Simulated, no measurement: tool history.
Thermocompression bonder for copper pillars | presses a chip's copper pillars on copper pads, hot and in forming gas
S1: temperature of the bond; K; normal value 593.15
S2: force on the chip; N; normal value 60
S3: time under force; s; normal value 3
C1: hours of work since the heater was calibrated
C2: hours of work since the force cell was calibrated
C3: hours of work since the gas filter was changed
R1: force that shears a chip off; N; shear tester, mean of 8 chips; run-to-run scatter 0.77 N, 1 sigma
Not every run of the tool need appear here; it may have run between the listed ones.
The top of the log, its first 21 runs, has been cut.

run	day	S1	S2	S3	C1	C2	C3	R1
22	40.504	589.15	49	3	404	105	153	45.8
23	42.354	589.15	49	3	429	130	178	44.9
24	44.675	595.15	60	3	461	162	209	59.5
25	46.929	598.15	76	2	491	192	240	67.4
26	48.200	617.15	60	5	509	210	257	85.4
27	49.604	608.15	88	3	528	229	276	92.3
28	52.383	601.15	51	9	565	266	314	79.3
29	54.771	599.15	60	3	598	299	346	60.6
30	56.033	599.15	60	3	615	316	363	61.5
# day 58.358: forming gas filter changed
31	58.358	599.15	60	3	646	347	0	66.1
32	60.879	601.15	60	6	680	381	34	87.3
33	62.217	601.15	60	6	698	400	52	84.1
34	63.704	601.15	60	6	719	420	73	83.3
35	65.738	601.15	60	6	746	447	100	85.1
36	68.408	601.15	60	6	782	484	136	83.3
37	70.667	602.15	48	3	813	514	167	54.3

5 ways to go on from here, each from the tool as it stands after run 37. What would each give?
A	73.275	564.15	81	3	848	550	202	?
B	73.275	610.15	73	3	848	550	202	?
C	73.275	608.15	48	3	848	550	202	?
D	73.275	593.15	67	2	848	550	202	?
E	73.275	575.15	60	5	848	550	202	?

run	R1
A	61.5
B	86.7
C	57.4
D	60.0
E	63.7
Stripped of hidden state, with their random variation kept, the same runs would have yielded:
run	R1
A	57.1
B	83.2
C	53.6
D	56.0
E	59.4

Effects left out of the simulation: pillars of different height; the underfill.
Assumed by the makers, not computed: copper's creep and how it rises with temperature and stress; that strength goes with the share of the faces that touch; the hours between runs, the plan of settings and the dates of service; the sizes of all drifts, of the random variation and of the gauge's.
